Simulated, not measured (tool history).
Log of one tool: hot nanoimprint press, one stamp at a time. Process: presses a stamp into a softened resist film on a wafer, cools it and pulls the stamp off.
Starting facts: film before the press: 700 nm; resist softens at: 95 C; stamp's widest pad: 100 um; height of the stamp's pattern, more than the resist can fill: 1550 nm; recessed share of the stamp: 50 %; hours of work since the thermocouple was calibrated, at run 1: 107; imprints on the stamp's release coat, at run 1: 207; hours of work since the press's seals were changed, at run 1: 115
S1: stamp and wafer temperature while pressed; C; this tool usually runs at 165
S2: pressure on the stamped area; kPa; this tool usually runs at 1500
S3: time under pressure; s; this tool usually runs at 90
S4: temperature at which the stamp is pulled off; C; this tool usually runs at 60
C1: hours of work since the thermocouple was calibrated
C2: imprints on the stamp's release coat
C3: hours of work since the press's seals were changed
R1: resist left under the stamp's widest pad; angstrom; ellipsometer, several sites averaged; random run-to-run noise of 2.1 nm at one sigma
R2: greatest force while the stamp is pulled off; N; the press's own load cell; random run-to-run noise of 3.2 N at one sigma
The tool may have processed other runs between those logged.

| run | hour | S1 | S2 | S3 | S4 | C1 | C2 | C3 | R1 | R2 |
|---|---|---|---|---|---|---|---|---|---|---|
| 1 | 0 | 165 | 1500 | 90 | 60 | 107 | 207 | 115 | 3361 | 149 |
| 2 | 5.8 | 165 | 1500 | 90 | 60 | 112 | 227 | 120 | 3339 | 155 |
| 3 | 10.9 | 165 | 1500 | 90 | 60 | 116 | 245 | 123 | 3387 | 151 |
| 4 | 16.6 | 165 | 1500 | 90 | 60 | 120 | 264 | 128 | 3361 | 152 |
| 5 | 21.3 | 165 | 1500 | 90 | 60 | 123 | 280 | 131 | 3347 | 151 |
| 6 | 26.7 | 165 | 1500 | 90 | 60 | 127 | 299 | 135 | 3358 | 151 |
| 7 | 33.9 | 165 | 1280 | 90 | 60 | 133 | 323 | 141 | 3601 | 150 |
| 8 | 42.9 | 165 | 1500 | 90 | 60 | 140 | 354 | 147 | 3366 | 152 |
| 9 | 49.8 | 165 | 940 | 90 | 47 | 145 | 378 | 153 | 4067 | 171 |
| 10 | 59.6 | 165 | 940 | 90 | 47 | 152 | 411 | 160 | 4103 | 167 |
| 11 | 64.7 | 165 | 1830 | 90 | 47 | 156 | 429 | 164 | 3080 | 175 |
| 12 | 73.5 | 165 | 1830 | 90 | 47 | 163 | 459 | 170 | 3046 | 174 |
| 13 | 80.4 | 165 | 1830 | 90 | 56 | 168 | 483 | 176 | 3060 | 154 |
| 14 | 86.3 | 165 | 1720 | 154 | 60 | 172 | 503 | 180 | 2548 | 146 |
| 15 | 92.6 | 163 | 2220 | 90 | 60 | 177 | 524 | 185 | 2992 | 154 |
| 16 | 97.7 | 169 | 1450 | 140 | 60 | 181 | 542 | 189 | 2477 | 152 |

Below are 3 alternative next runs, each starting from the tool's condition after run 16. Predict each:
| A | 104.3 | 169 | 2040 | 127 | 50 | 186 | 565 | 194 | ? | ? |
| B | 104.3 | 156 | 2010 | 120 | 60 | 186 | 565 | 194 | ? | ? |
| C | 104.3 | 169 | 1450 | 121 | 60 | 186 | 565 | 194 | ? | ? |

| run | R1 | R2 |
|---|---|---|
| A | 2163 | 167 |
| B | 3752 | 148 |
| C | 2616 | 153 |
The same runs, with their run-to-run variation unchanged, on a tool lacking any hidden condition would have given:
| run | R1 | R2 |
|---|---|---|
| A | 2161 | 167 |
| B | 3749 | 148 |
| C | 2614 | 153 |

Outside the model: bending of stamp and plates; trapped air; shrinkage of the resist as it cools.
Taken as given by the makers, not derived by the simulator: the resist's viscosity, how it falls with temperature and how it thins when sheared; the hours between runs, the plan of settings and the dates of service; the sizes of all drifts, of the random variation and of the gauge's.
